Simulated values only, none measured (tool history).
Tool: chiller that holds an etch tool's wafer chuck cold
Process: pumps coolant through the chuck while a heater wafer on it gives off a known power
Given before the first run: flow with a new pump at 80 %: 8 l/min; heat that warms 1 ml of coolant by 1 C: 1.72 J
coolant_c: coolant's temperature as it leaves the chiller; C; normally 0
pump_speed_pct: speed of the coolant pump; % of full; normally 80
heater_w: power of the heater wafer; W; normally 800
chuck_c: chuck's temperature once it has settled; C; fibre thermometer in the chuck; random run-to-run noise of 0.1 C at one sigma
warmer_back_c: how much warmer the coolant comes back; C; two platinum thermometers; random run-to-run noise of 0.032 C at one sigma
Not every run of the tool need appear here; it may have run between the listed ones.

run 1 hour=0.0 | coolant_c=0 pump_speed_pct=80 heater_w=800 | chuck_c=8.1 warmer_back_c=3.59
run 2 hour=55.3 | coolant_c=0 pump_speed_pct=80 heater_w=800 | chuck_c=8.2 warmer_back_c=3.56
run 3 hour=134.5 | coolant_c=-7 pump_speed_pct=80 heater_w=800 | chuck_c=1.3 warmer_back_c=3.55
run 4 hour=206.7 | coolant_c=-7 pump_speed_pct=80 heater_w=800 | chuck_c=1.2 warmer_back_c=3.57
run 5 hour=262.8 | coolant_c=0 pump_speed_pct=67 heater_w=800 | chuck_c=9.4 warmer_back_c=4.31
run 6 hour=318.2 | coolant_c=0 pump_speed_pct=80 heater_w=505 | chuck_c=5.4 warmer_back_c=2.21
run 7 hour=370.7 | coolant_c=0 pump_speed_pct=80 heater_w=532 | chuck_c=5.9 warmer_back_c=2.46
-- hour=427.4 coolant changed, channels flushed
run 8 hour=451.2 | coolant_c=0 pump_speed_pct=80 heater_w=736 | chuck_c=7.1 warmer_back_c=3.28
run 9 hour=518.8 | coolant_c=0 pump_speed_pct=80 heater_w=736 | chuck_c=7.0 warmer_back_c=3.28
run 10 hour=570.7 | coolant_c=0 pump_speed_pct=80 heater_w=736 | chuck_c=6.9 warmer_back_c=3.33
run 11 hour=644.1 | coolant_c=0 pump_speed_pct=80 heater_w=800 | chuck_c=7.6 warmer_back_c=3.54
run 12 hour=731.9 | coolant_c=0 pump_speed_pct=80 heater_w=550 | chuck_c=5.5 warmer_back_c=2.48
run 13 hour=784.9 | coolant_c=0 pump_speed_pct=80 heater_w=810 | chuck_c=7.8 warmer_back_c=3.62
run 14 hour=898.9 | coolant_c=0 pump_speed_pct=80 heater_w=800 | chuck_c=7.7 warmer_back_c=3.58
run 15 hour=997.1 | coolant_c=0 pump_speed_pct=80 heater_w=800 | chuck_c=7.8 warmer_back_c=3.59
-- hour=1016.7 chiller's thermometer calibrated
run 16 hour=1094.2 | coolant_c=0 pump_speed_pct=80 heater_w=800 | chuck_c=6.9 warmer_back_c=3.59
run 17 hour=1212.0 | coolant_c=0 pump_speed_pct=80 heater_w=800 | chuck_c=7.1 warmer_back_c=3.54
run 18 hour=1269.5 | coolant_c=-5 pump_speed_pct=80 heater_w=472 | chuck_c=-0.7 warmer_back_c=2.13
run 19 hour=1368.5 | coolant_c=-2 pump_speed_pct=74 heater_w=1108 | chuck_c=8.4 warmer_back_c=5.42
run 20 hour=1477.6 | coolant_c=0 pump_speed_pct=70 heater_w=1036 | chuck_c=10.3 warmer_back_c=5.46
run 21 hour=1590.6 | coolant_c=3 pump_speed_pct=97 heater_w=1036 | chuck_c=11.0 warmer_back_c=3.86
run 22 hour=1685.3 | coolant_c=2 pump_speed_pct=97 heater_w=1162 | chuck_c=11.1 warmer_back_c=4.34
run 23 hour=1792.2 | coolant_c=5 pump_speed_pct=97 heater_w=430 | chuck_c=8.6 warmer_back_c=1.67
run 24 hour=1889.4 | coolant_c=-4 pump_speed_pct=75 heater_w=514 | chuck_c=1.2 warmer_back_c=2.53
run 25 hour=1983.0 | coolant_c=-4 pump_speed_pct=75 heater_w=514 | chuck_c=1.0 warmer_back_c=2.52
run 26 hour=2044.7 | coolant_c=-2 pump_speed_pct=70 heater_w=529 | chuck_c=3.7 warmer_back_c=2.73
run 27 hour=2123.0 | coolant_c=-1 pump_speed_pct=96 heater_w=800 | chuck_c=5.7 warmer_back_c=3.05
run 28 hour=2239.7 | coolant_c=10 pump_speed_pct=74 heater_w=868 | chuck_c=18.7 warmer_back_c=4.34
run 29 hour=2322.9 | coolant_c=-9 pump_speed_pct=80 heater_w=800 | chuck_c=-1.3 warmer_back_c=3.65
run 30 hour=2376.9 | coolant_c=-9 pump_speed_pct=80 heater_w=800 | chuck_c=-1.3 warmer_back_c=3.76
run 31 hour=2439.1 | coolant_c=5 pump_speed_pct=66 heater_w=800 | chuck_c=13.9 warmer_back_c=4.45
run 32 hour=2503.6 | coolant_c=3 pump_speed_pct=95 heater_w=589 | chuck_c=8.2 warmer_back_c=2.30
run 33 hour=2559.6 | coolant_c=-1 pump_speed_pct=73 heater_w=618 | chuck_c=5.4 warmer_back_c=3.11

Some steps in chuck_c between neighbouring runs. How much of each would the tool show without its hidden state too (settings, what came in, random variation), and how much is left for the hidden state, with any gauge scatter that isn't in both results?
What the log doesn't record here: heat passed by the chuck's channels, % of clean ones'; flow at a given pump speed, % of a new pump's; coolant's true temperature over the reading, C; drift of the gauge itself on chuck_c, C; drift of the gauge itself on warmer_back_c, C.
Run 7 -> 8: heater_w 532 -> 736, coolant changed, channels flushed. chuck_c +1.2 C: hidden state -0.6, all else +1.8.
Run 15 -> 16: chiller's thermometer calibrated. chuck_c -0.9 C: hidden state -0.8, all else -0.1.
Run 22 -> 23: coolant_c 2 -> 5, heater_w 1162 -> 430. chuck_c -2.5 C: hidden state -0.5, all else -2.0.
Run 27 -> 28: coolant_c -1 -> 10, pump_speed_pct 96 -> 74, heater_w 800 -> 868. chuck_c +13.0 C: hidden state +0.3, all else +12.7.
Run 28 -> 29: coolant_c 10 -> -9, pump_speed_pct 74 -> 80, heater_w 868 -> 800. chuck_c -20.0 C: hidden state -0.2, all else -19.8.
Run 30 -> 31: coolant_c -9 -> 5, pump_speed_pct 80 -> 66. chuck_c +15.2 C: hidden state +0.2, all else +15.0.

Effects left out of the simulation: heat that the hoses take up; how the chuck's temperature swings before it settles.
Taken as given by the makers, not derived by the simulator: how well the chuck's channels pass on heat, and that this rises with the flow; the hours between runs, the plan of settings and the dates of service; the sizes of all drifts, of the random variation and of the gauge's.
